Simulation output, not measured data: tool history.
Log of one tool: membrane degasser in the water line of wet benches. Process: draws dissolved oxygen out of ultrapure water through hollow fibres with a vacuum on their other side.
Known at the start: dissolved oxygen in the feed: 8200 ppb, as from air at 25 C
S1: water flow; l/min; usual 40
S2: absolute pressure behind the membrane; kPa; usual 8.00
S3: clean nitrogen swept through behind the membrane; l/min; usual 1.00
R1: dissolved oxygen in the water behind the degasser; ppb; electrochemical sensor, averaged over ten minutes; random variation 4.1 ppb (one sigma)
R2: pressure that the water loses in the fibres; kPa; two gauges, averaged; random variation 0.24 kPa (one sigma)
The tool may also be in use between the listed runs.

run	hour	S1	S2	S3	R1	R2
1	0.0	40	8.00	1.00	643.9	70.90
2	126.7	40	5.02	1.00	433.2	70.38
3	346.9	40	8.00	1.00	648.5	70.66
4	547.0	40	8.00	1.00	640.0	70.86
5	678.5	40	8.00	1.00	657.7	71.09
# hour 818.3: seals of the vacuum lines changed
6	901.5	40	8.00	1.00	656.2	70.56
7	1028.5	25	8.00	1.00	371.4	44.38
8	1176.6	25	12.02	0.67	736.0	44.25
9	1380.0	25	12.02	0.67	741.8	44.42
10	1679.7	59	15.56	0.85	1752.6	105.43
# hour 1706.4: vacuum gauge calibrated
11	1961.9	40	15.56	0.85	1284.2	71.59
12	2164.2	40	8.00	0.58	861.3	71.86
13	2349.7	40	8.00	0.58	860.0	71.64
14	2592.1	54	6.76	2.24	675.2	97.66

5 ways to go on from here, each from the tool as it stands after run 14. What would each give?
A	2792.0	39	6.32	2.24	?	?
B	2792.0	40	8.00	1.57	?	?
C	2792.0	54	8.65	1.27	?	?
D	2792.0	40	9.02	0.74	?	?
E	2792.0	42	5.59	2.42	?	?

run	R1	R2
A	408.8	70.18
B	566.5	71.82
C	920.0	96.76
D	868.0	71.77
E	427.0	75.51
Without the tool's hidden state the same runs would have given:
run	R1	R2
A	364.7	68.26
B	514.2	69.85
C	848.9	94.10
D	800.0	69.81
E	379.9	73.44

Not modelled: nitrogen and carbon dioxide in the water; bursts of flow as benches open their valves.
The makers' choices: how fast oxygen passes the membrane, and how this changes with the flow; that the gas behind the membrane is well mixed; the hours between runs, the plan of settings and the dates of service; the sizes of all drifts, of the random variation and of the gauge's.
